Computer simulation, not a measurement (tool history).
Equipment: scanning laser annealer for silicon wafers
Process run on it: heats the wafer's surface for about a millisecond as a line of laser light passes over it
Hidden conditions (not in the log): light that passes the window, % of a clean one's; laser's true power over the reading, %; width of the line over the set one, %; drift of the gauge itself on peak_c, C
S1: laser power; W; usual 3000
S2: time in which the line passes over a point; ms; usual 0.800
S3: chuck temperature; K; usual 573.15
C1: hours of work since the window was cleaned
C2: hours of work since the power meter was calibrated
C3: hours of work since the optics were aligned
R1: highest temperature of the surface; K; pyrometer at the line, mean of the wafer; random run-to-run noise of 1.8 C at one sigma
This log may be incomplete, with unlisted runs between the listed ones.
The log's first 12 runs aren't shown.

run 13 hour=525.2 | S1=3000 S2=0.800 S3=573.15 | C1=717 C2=748 C3=184 | R1=1279.15
run 14 hour=551.9 | S1=2827 S2=0.800 S3=573.15 | C1=734 C2=765 C3=201 | R1=1241.15
run 15 hour=609.1 | S1=2827 S2=0.800 S3=573.15 | C1=770 C2=800 C3=237 | R1=1238.15
run 16 hour=658.6 | S1=2827 S2=0.800 S3=573.15 | C1=801 C2=831 C3=268 | R1=1235.15
run 17 hour=709.6 | S1=2827 S2=0.800 S3=573.15 | C1=833 C2=864 C3=300 | R1=1237.15
run 18 hour=762.9 | S1=3000 S2=0.800 S3=573.15 | C1=867 C2=897 C3=333 | R1=1275.15
run 19 hour=812.2 | S1=3000 S2=0.800 S3=573.15 | C1=898 C2=928 C3=364 | R1=1270.15
run 20 hour=848.4 | S1=3000 S2=0.800 S3=573.15 | C1=920 C2=951 C3=387 | R1=1268.15
-- hour=875.7 window over the wafer cleaned
run 21 hour=895.8 | S1=3000 S2=0.800 S3=573.15 | C1=13 C2=979 C3=415 | R1=1300.15
run 22 hour=949.6 | S1=2887 S2=0.800 S3=551.15 | C1=46 C2=1013 C3=449 | R1=1253.15
run 23 hour=997.6 | S1=2887 S2=0.687 S3=592.15 | C1=76 C2=1043 C3=479 | R1=1242.15
run 24 hour=1028.3 | S1=2887 S2=0.687 S3=592.15 | C1=96 C2=1062 C3=498 | R1=1242.15
run 25 hour=1084.2 | S1=2887 S2=0.687 S3=592.15 | C1=131 C2=1097 C3=533 | R1=1241.15
run 26 hour=1137.6 | S1=2887 S2=0.687 S3=592.15 | C1=164 C2=1131 C3=567 | R1=1238.15
run 27 hour=1186.5 | S1=2887 S2=0.687 S3=592.15 | C1=195 C2=1161 C3=598 | R1=1239.15
-- hour=1192.6 laser's power meter calibrated
run 28 hour=1214.5 | S1=2856 S2=0.800 S3=573.15 | C1=211 C2=14 C3=613 | R1=1263.15
run 29 hour=1268.0 | S1=2856 S2=0.800 S3=573.15 | C1=244 C2=47 C3=647 | R1=1260.15
run 30 hour=1293.6 | S1=2674 S2=0.745 S3=573.15 | C1=260 C2=63 C3=663 | R1=1199.15
run 31 hour=1328.7 | S1=2779 S2=0.800 S3=594.15 | C1=282 C2=85 C3=685 | R1=1260.15
run 32 hour=1362.3 | S1=2779 S2=0.800 S3=594.15 | C1=303 C2=106 C3=706 | R1=1263.15

What will run 33 give?
run 33 hour=1404.8 | S1=2779 S2=0.800 S3=594.15 | C1=330 C2=133 C3=733 | R1=?

{"run 33": {"R1": 1261.15}}
With no hidden state in the tool, this same run would have given R1 1270.15 K.
